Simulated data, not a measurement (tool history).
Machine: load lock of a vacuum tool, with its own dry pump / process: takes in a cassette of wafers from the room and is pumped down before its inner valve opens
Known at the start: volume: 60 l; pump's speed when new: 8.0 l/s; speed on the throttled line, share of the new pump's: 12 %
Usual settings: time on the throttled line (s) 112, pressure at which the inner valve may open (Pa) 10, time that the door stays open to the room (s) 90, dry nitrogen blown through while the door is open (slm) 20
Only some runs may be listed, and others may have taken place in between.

| run | day | time on the throttled line (s) | pressure at which the inner valve may open (Pa) | time that the door stays open to the room (s) | dry nitrogen blown through while the door is open (slm) | incoming humidity of the room's air, % | time from the closed door until the inner valve may open (s) | rise of the pressure with all valves shut (Pa/min) |
|---|---|---|---|---|---|---|---|---|
| 1 | 0.000 | 112 | 10 | 90 | 20 | 43.2 | 174.7 | 0.062 |
| 2 | 2.183 | 112 | 10 | 90 | 20 | 43.8 | 175.7 | 0.067 |
| 3 | 4.200 | 112 | 10 | 90 | 20 | 46.8 | 173.9 | 0.069 |
| 4 | 7.896 | 112 | 10 | 39 | 20 | 47.1 | 173.9 | 0.046 |
| 5 | 11.025 | 112 | 10 | 39 | 20 | 43.8 | 175.6 | 0.041 |
| 6 | 14.962 | 112 | 10 | 39 | 20 | 45.7 | 175.6 | 0.046 |
| 7 | 18.812 | 112 | 20 | 90 | 20 | 43.0 | 170.3 | 0.067 |
| 8 | 21.229 | 112 | 20 | 90 | 12 | 45.5 | 169.3 | 0.087 |
| 9 | 23.979 | 112 | 16 | 90 | 20 | 44.1 | 170.2 | 0.066 |
| 10 | 27.667 | 112 | 10 | 90 | 20 | 44.5 | 174.3 | 0.079 |
| 11 | 29.767 | 120 | 10 | 76 | 13 | 43.8 | 183.6 | 0.073 |

Forecast run 12:
| 12 | 31.712 | 120 | 10 | 76 | 13 | 46.8 | ? | ? |

{"run 12": {"time from the closed door until the inner valve may open (s)": 182.1, "rise of the pressure with all valves shut (Pa/min)": 0.073}}
Had the tool carried no hidden state, the very same run would have given time from the closed door until the inner valve may open (s) 175.1, rise of the pressure with all valves shut (Pa/min) 0.046.

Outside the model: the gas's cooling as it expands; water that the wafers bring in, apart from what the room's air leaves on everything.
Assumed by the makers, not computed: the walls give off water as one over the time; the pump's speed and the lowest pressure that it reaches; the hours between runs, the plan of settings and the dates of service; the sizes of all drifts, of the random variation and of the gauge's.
